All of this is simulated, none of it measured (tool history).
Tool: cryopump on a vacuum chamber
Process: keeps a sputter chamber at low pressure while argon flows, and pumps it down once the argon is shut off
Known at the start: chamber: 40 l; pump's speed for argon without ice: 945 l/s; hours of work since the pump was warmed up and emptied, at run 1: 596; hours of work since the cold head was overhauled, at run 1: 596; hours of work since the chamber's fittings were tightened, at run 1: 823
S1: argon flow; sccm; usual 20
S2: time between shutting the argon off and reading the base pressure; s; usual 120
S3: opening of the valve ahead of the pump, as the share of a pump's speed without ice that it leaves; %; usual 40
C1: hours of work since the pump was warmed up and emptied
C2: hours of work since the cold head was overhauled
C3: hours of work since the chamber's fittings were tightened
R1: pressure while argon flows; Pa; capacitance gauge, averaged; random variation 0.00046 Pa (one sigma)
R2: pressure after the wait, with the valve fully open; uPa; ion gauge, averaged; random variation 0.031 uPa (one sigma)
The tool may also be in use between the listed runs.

| run | hour | S1 | S2 | S3 | C1 | C2 | C3 | R1 | R2 |
|---|---|---|---|---|---|---|---|---|---|
| 1 | 0.0 | 20 | 120 | 40 | 596 | 596 | 823 | 0.0924 | 3.73 |
| 2 | 22.7 | 20 | 158 | 40 | 612 | 612 | 839 | 0.0920 | 3.43 |
| 3 | 47.2 | 20 | 26 | 40 | 629 | 629 | 856 | 0.0930 | 8.35 |
| 4 | 71.8 | 20 | 26 | 40 | 647 | 647 | 874 | 0.0910 | 8.70 |
| 5 | 100.8 | 20 | 120 | 24 | 667 | 667 | 894 | 0.1519 | 4.09 |
| 6 | 123.2 | 20 | 21 | 40 | 683 | 683 | 910 | 0.0928 | 9.96 |
| 7 | 141.0 | 20 | 21 | 33 | 695 | 695 | 922 | 0.1104 | 10.10 |
| 8 | 171.6 | 20 | 31 | 40 | 717 | 717 | 944 | 0.0928 | 7.84 |
| 9 | 209.8 | 20 | 31 | 40 | 744 | 744 | 971 | 0.0926 | 8.16 |
| 10 | 237.4 | 9 | 31 | 40 | 763 | 763 | 990 | 0.0411 | 8.16 |
| 11 | 265.9 | 9 | 31 | 40 | 783 | 783 | 1010 | 0.0417 | 8.10 |
| 12 | 304.1 | 9 | 31 | 40 | 810 | 810 | 1037 | 0.0415 | 8.01 |
| 13 | 331.9 | 9 | 31 | 40 | 829 | 829 | 1056 | 0.0417 | 8.01 |
| 14 | 349.6 | 9 | 31 | 40 | 842 | 842 | 1069 | 0.0416 | 8.23 |
| 15 | 383.2 | 20 | 120 | 40 | 865 | 865 | 1092 | 0.0933 | 4.59 |
| 16 | 408.4 | 34 | 120 | 40 | 883 | 883 | 1110 | 0.1585 | 4.64 |
| 17 | 438.8 | 34 | 120 | 40 | 904 | 904 | 1131 | 0.1590 | 4.72 |
| 18 | 466.4 | 23 | 120 | 55 | 924 | 924 | 1151 | 0.0790 | 4.93 |
| 19 | 499.5 | 20 | 296 | 59 | 947 | 947 | 1174 | 0.0650 | 4.01 |
| 20 | 524.9 | 20 | 90 | 19 | 965 | 965 | 1192 | 0.1927 | 5.39 |
| 21 | 557.1 | 15 | 153 | 19 | 987 | 987 | 1215 | 0.1441 | 4.81 |
| 22 | 581.8 | 26 | 27 | 24 | 1005 | 1005 | 1232 | 0.1979 | 9.61 |
| 23 | 620.9 | 26 | 27 | 24 | 1032 | 1032 | 1259 | 0.1997 | 9.51 |
| 24 | 642.5 | 26 | 27 | 24 | 1047 | 1047 | 1275 | 0.1992 | 9.74 |
| 25 | 666.2 | 19 | 27 | 24 | 1064 | 1064 | 1291 | 0.1456 | 9.60 |
| 26 | 693.2 | 15 | 105 | 15 | 1083 | 1083 | 1310 | 0.1814 | 5.47 |
| 27 | 724.0 | 35 | 50 | 36 | 1105 | 1105 | 1332 | 0.1822 | 7.17 |
| 28 | 747.6 | 35 | 50 | 36 | 1121 | 1121 | 1348 | 0.1825 | 7.23 |
| 29 | 783.6 | 22 | 32 | 42 | 1147 | 1147 | 1374 | 0.0991 | 8.98 |
| 30 | 803.2 | 35 | 172 | 17 | 1160 | 1160 | 1387 | 0.3741 | 5.19 |
|  | 828.8 | pump warmed up, emptied and cooled again |
| 31 | 845.9 | 21 | 120 | 56 | 12 | 1187 | 1414 | 0.0681 | 5.15 |

The same runs without the tool's hidden state, with the same run-to-run variation:
The hidden state here: pump's speed, % of a pump's without ice; cold plate's temperature, K; leak into the chamber, uPa l/s; drift of the gauge itself on working_pa, %; drift of the gauge itself on base_upa, %.
| run | R1 | R2 |
|---|---|---|
| 1 | 0.0899 | 1.56 |
| 2 | 0.0894 | 1.25 |
| 3 | 0.0903 | 6.09 |
| 4 | 0.0883 | 6.31 |
| 5 | 0.1490 | 1.63 |
| 6 | 0.0899 | 7.52 |
| 7 | 0.1075 | 7.60 |
| 8 | 0.0897 | 5.27 |
| 9 | 0.0894 | 5.42 |
| 10 | 0.0396 | 5.38 |
| 11 | 0.0402 | 5.31 |
| 12 | 0.0399 | 5.20 |
| 13 | 0.0401 | 5.16 |
| 14 | 0.0400 | 5.28 |
| 15 | 0.0895 | 1.58 |
| 16 | 0.1519 | 1.56 |
| 17 | 0.1522 | 1.59 |
| 18 | 0.0742 | 1.62 |
| 19 | 0.0607 | 0.80 |
| 20 | 0.1884 | 2.02 |
| 21 | 0.1408 | 1.35 |
| 22 | 0.1921 | 6.10 |
| 23 | 0.1937 | 5.96 |
| 24 | 0.1931 | 6.08 |
| 25 | 0.1411 | 5.97 |
| 26 | 0.1777 | 1.77 |
| 27 | 0.1735 | 3.39 |
| 28 | 0.1737 | 3.39 |
| 29 | 0.0934 | 5.08 |
| 30 | 0.3649 | 1.20 |
| 31 | 0.0674 | 1.61 |
